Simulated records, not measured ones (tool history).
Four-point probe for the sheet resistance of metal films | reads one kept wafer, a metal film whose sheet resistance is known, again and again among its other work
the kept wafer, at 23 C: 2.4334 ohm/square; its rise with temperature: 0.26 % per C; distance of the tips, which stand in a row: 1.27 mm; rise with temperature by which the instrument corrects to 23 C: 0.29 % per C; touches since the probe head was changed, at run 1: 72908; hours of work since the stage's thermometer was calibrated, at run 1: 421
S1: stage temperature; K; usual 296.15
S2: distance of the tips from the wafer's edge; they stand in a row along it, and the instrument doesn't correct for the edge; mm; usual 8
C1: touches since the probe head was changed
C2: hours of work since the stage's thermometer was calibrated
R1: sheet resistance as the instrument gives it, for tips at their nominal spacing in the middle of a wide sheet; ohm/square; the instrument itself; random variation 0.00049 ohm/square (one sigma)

run    hour      S1  S2      C1    C2        R1
  1       0  296.15   8   72908   421  2.498491
  2    47.2  296.15   8   75140   448  2.499676
  3    95.6  296.15   8   77431   474  2.499948
  4   162.1  296.15   8   80575   511  2.501172
  5   191.8  296.15   7   81979   528  2.511871
  6   247.7  296.15  56   84623   559  2.470383
  7   277.6  296.15  56   86038   575  2.471172
  8   338.8  296.15  38   88931   609  2.472247
  9   376.9  296.15   8   90731   630  2.504259
 10   446.2  296.15   8   94010   668  2.505473
 11   518.3  302.15   8   97420   708  2.502378
 12     554  302.15   8   99110   728   2.50312
 13   600.3  298.15   8  101297   754   2.50624
 14   666.4  301.15   8  104426   790   2.50631
 15   722.1  296.15   8  107060   821  2.510434
 16     794  296.15   8  110458   861  2.511522
 17   858.4  295.15   8  113505   897  2.512741
 18   893.5  296.15   8  115163   916  2.513008
 19   928.5  296.15   8  116818   935  2.513851
        947  -- new probe head fitted
 20   980.8  296.15   8    1596   964   2.46855
 21    1011  296.15   8    3024   981  2.467603
 22    1060  308.15   9    5340  1008  2.453392
 23  1089.8  301.15   8    6753  1024  2.466247
 24  1160.9  294.15  48   10116  1064  2.439887
 25  1192.9  293.15   4   11629  1081  2.565806
 26  1254.3  292.15   5   14533  1115  2.524092
 27  1323.5  293.15   5   17805  1154   2.52375
 28  1391.1  293.15   5   21000  1191  2.525605
 29    1428  298.15  30   22745  1211  2.442629
       1432  -- stage's thermometer calibrated
 30  1481.9  295.15  30   25274    28   2.44678
 31  1519.1  295.15  30   27030    48  2.447163
 32  1564.6  295.15  30   29183    73  2.448714
 33  1617.1  295.15  30   31665   102  2.448808
 34  1664.5  295.15  30   33909   129  2.449721
 35  1707.3  307.15   4   35932   152  2.564755
 36  1779.9  302.15  45   39364   193  2.445244
 37    1830  296.15  19   41734   220  2.454953
     1840.3  -- stage's thermometer calibrated, once more
 38  1879.6  300.15  13   44055    22  2.456826
 39  1919.9  296.15  63   45961    44  2.448851
 40  1992.6  296.15  63   49399    84  2.450636
 41  2022.5  295.15  30   50817   101  2.452128
 42  2076.6  293.15  12   53374   131   2.46733

Forecast each of these 3 alternatives for the next run:
  A  2107.9  307.15   8  54853  148   ?
  B  2107.9  294.15  12  54853  148   ?
  C  2107.9  306.15  46  54853  148   ?

run        R1
  A  2.476734
  B  2.467235
  C  2.445439
Without the tool's hidden state the same runs would have given:
run        R1
  A  2.458706
  B  2.449255
  C   2.42762
